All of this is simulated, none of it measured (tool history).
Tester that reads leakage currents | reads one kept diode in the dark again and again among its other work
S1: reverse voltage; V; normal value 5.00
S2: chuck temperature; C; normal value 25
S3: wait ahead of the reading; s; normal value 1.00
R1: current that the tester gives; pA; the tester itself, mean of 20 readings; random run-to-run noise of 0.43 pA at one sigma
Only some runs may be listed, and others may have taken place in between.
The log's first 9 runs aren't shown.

| run | hour | S1 | S2 | S3 | R1 |
|---|---|---|---|---|---|
| 10 | 753.3 | 2.34 | 25 | 1.00 | 96.47 |
| 11 | 800.9 | 7.34 | 25 | 1.00 | 177.89 |
| 12 | 913.1 | 7.34 | 25 | 1.00 | 178.67 |
| 13 | 1016.7 | 7.34 | 25 | 1.00 | 179.32 |
| 14 | 1129.5 | 5.00 | 25 | 1.00 | 146.84 |
| 15 | 1175.9 | 5.00 | 25 | 1.00 | 147.11 |
| 16 | 1244.7 | 5.00 | 25 | 1.00 | 149.04 |
| 17 | 1350.1 | 5.00 | 25 | 6.23 | 147.73 |
| 18 | 1436.8 | 16.70 | 25 | 5.94 | 284.92 |
| 19 | 1531.0 | 6.40 | 32 | 0.53 | 281.24 |
| 20 | 1631.3 | 6.40 | 32 | 0.53 | 282.55 |
| 21 | 1694.4 | 6.40 | 32 | 0.53 | 282.50 |
| 22 | 1795.7 | 6.40 | 32 | 0.53 | 285.06 |
|  | 1876.5 | probe card cleaned and baked |
| 23 | 1876.7 | 2.01 | 53 | 0.82 | 593.05 |
| 24 | 1943.0 | 2.48 | 25 | 0.82 | 103.87 |
| 25 | 2045.7 | 2.48 | 25 | 0.82 | 104.30 |
| 26 | 2114.8 | 2.30 | 25 | 6.09 | 99.79 |
| 27 | 2171.4 | 2.30 | 25 | 0.38 | 102.11 |
| 28 | 2253.4 | 3.69 | 39 | 1.15 | 340.91 |
| 29 | 2311.3 | 5.00 | 25 | 0.95 | 153.34 |
| 30 | 2410.7 | 6.33 | 21 | 4.16 | 129.71 |
|  | 2453.5 | chuck's temperature calibrated |
| 31 | 2461.1 | 6.33 | 21 | 4.16 | 120.39 |

3 ways to go on from here, each from the tool as it stands after run 31. What would each give?
| A | 2563.4 | 5.00 | 45 | 1.00 | ? |
| B | 2563.4 | 5.00 | 49 | 1.00 | ? |
| C | 2563.4 | 7.98 | 25 | 1.00 | ? |

| run | R1 |
|---|---|
| A | 556.46 |
| B | 712.79 |
| C | 185.29 |
With no hidden state in the tool, these same runs would have given:
| run | R1 |
|---|---|
| A | 556.46 |
| B | 713.52 |
| C | 182.29 |
